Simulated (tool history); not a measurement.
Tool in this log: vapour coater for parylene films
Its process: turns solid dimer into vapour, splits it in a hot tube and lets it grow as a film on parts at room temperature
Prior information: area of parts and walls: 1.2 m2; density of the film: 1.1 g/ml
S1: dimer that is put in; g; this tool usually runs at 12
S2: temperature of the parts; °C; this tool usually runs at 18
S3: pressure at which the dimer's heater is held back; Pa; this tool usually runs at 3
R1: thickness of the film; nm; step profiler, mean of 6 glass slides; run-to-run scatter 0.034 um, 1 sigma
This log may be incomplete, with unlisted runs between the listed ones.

run,hour,S1,S2,S3,R1
1,0,12,18,3,5820
2,17.6,9,18,3,4350
3,43.2,9,18,9.41,3720
# hour 53.3: trap's valve overhauled
4,75.7,9,18,9.41,3970
5,97,9,18,2.22,4820
6,131.8,12,15,3,6900
7,146.8,12,13,3,7430
8,177.5,12,13,3,7320
9,202.4,12,18,3,6150
10,218.4,12,18,3,6130
11,253.3,8,18,3,4090
12,282.2,8,18,3,4060

Estimate the outcome of run 13 from the log above:
13,309.7,13,12,3.89,?

Run 13 yielded R1 8000 nm.
Take away the tool's hidden state, keep the run-to-run variation as it was, and the same run would have given R1 8100 nm.
